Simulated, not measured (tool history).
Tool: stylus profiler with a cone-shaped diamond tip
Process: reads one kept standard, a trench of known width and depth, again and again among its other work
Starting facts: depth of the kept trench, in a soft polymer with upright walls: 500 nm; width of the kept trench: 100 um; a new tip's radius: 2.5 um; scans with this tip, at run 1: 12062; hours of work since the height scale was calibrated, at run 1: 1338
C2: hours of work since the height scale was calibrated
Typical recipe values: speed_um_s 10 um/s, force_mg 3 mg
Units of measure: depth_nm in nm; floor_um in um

Run 1, hour 0: usual settings; scans with this tip 12062; C2 1338. Result: depth_nm 506.96 nm, floor_um 95.54 um.
Run 2, hour 32.6: usual settings but speed_um_s 8 um/s; scans with this tip 12182; C2 1352. Result: depth_nm 507.43 nm, floor_um 95.54 um.
Run 3, hour 73.3: usual settings but speed_um_s 8 um/s; scans with this tip 12334; C2 1368. Result: depth_nm 506.92 nm, floor_um 95.59 um.
Run 4, hour 99: usual settings but speed_um_s 8 um/s; scans with this tip 12429; C2 1379. Result: depth_nm 507.2 nm, floor_um 95.59 um.
Run 5, hour 117: usual settings but speed_um_s 8 um/s; scans with this tip 12496; C2 1386. Result: depth_nm 507.01 nm, floor_um 95.61 um.
Run 6, hour 137.8: usual settings but speed_um_s 9 um/s; scans with this tip 12573; C2 1395. Result: depth_nm 507.07 nm, floor_um 95.54 um.
Run 7, hour 164.9: usual settings but force_mg 2.81 mg; scans with this tip 12674; C2 1406. Result: depth_nm 506.81 nm, floor_um 95.56 um.
Run 8, hour 187.6: usual settings but force_mg 2.81 mg; scans with this tip 12758; C2 1415. Result: depth_nm 506.88 nm, floor_um 95.56 um.
Run 9, hour 215.7: usual settings but force_mg 2.81 mg; scans with this tip 12862; C2 1427. Result: depth_nm 507.11 nm, floor_um 95.48 um.
Run 10, hour 250.7: usual settings; scans with this tip 12992; C2 1441. Result: depth_nm 507.25 nm, floor_um 95.49 um.
Run 11, hour 277.4: usual settings; scans with this tip 13091; C2 1452. Result: depth_nm 507.13 nm, floor_um 95.52 um.
Run 12, hour 310.8: usual settings; scans with this tip 13215; C2 1466. Result: depth_nm 507.32 nm, floor_um 95.49 um.
Run 13, hour 347.9: usual settings; scans with this tip 13353; C2 1481. Result: depth_nm 507.26 nm, floor_um 95.51 um.
Run 14, hour 390: usual settings; scans with this tip 13509; C2 1499. Result: depth_nm 507.74 nm, floor_um 95.46 um.
Run 15, hour 427.6: usual settings but speed_um_s 4 um/s, force_mg 2.02 mg; scans with this tip 13649; C2 1514. Result: depth_nm 505.79 nm, floor_um 95.51 um.
Run 16, hour 464.5: usual settings but speed_um_s 14 um/s, force_mg 1.95 mg; scans with this tip 13786; C2 1529. Result: depth_nm 506.08 nm, floor_um 95.41 um.
Run 17, hour 502.9: usual settings but speed_um_s 5 um/s, force_mg 2.99 mg; scans with this tip 13928; C2 1545. Result: depth_nm 507.31 nm, floor_um 95.45 um.
Run 18, hour 536.1: usual settings but speed_um_s 5 um/s, force_mg 2.99 mg; scans with this tip 14051; C2 1559. Result: depth_nm 507.51 nm, floor_um 95.41 um.
Run 19, hour 572.6: usual settings but speed_um_s 6 um/s, force_mg 2.38 mg; scans with this tip 14187; C2 1574. Result: depth_nm 506.81 nm, floor_um 95.41 um.
Run 20, hour 589.6: usual settings but speed_um_s 3 um/s, force_mg 7.51 mg; scans with this tip 14249; C2 1581. Result: depth_nm 511.87 nm, floor_um 95.44 um.
Run 21, hour 624.1: usual settings but speed_um_s 3 um/s, force_mg 7.51 mg; scans with this tip 14377; C2 1595. Result: depth_nm 511.95 nm, floor_um 95.38 um.
Run 22, hour 656.5: usual settings but speed_um_s 7 um/s, force_mg 3.9 mg; scans with this tip 14498; C2 1608. Result: depth_nm 508.34 nm, floor_um 95.39 um.
Run 23, hour 683.9: usual settings but speed_um_s 19 um/s, force_mg 1.14 mg; scans with this tip 14600; C2 1620. Result: depth_nm 504.92 nm, floor_um 95.23 um.
Run 24, hour 719.1: usual settings but force_mg 1.03 mg; scans with this tip 14730; C2 1634. Result: depth_nm 504.92 nm, floor_um 95.29 um.

Each row is a separate what-if for the run after 24, all from the same tool condition, not one after another. Results?
At hour 749.2: new tip fitted, height scale calibrated.
Run A, hour 752.5: usual settings but speed_um_s 25 um/s, force_mg 1.03 mg; scans with this tip 13; C2 1. Result: depth_nm ?, floor_um ?.
At hour 749.2: new tip fitted, height scale calibrated.
Run B, hour 752.5: usual settings but force_mg 1.77 mg; scans with this tip 13; C2 1. Result: depth_nm ?, floor_um ?.
At hour 749.2: new tip fitted, height scale calibrated.
Run C, hour 752.5: usual settings but speed_um_s 5 um/s, force_mg 6.26 mg; scans with this tip 13; C2 1. Result: depth_nm ?, floor_um ?.
At hour 749.2: new tip fitted, height scale calibrated.
Run D, hour 752.5: usual settings but speed_um_s 20 um/s, force_mg 1.11 mg; scans with this tip 13; C2 1. Result: depth_nm ?, floor_um ?.

run  depth_nm  floor_um
  A    502.74     96.72
  B    504.07     96.96
  C    508.79     96.95
  D    503.21     96.86
What these runs would have given with no unlogged condition in the tool:
run  depth_nm  floor_um
  A    502.58      96.7
  B    503.91     96.95
  C    508.64     96.94
  D    503.05     96.85
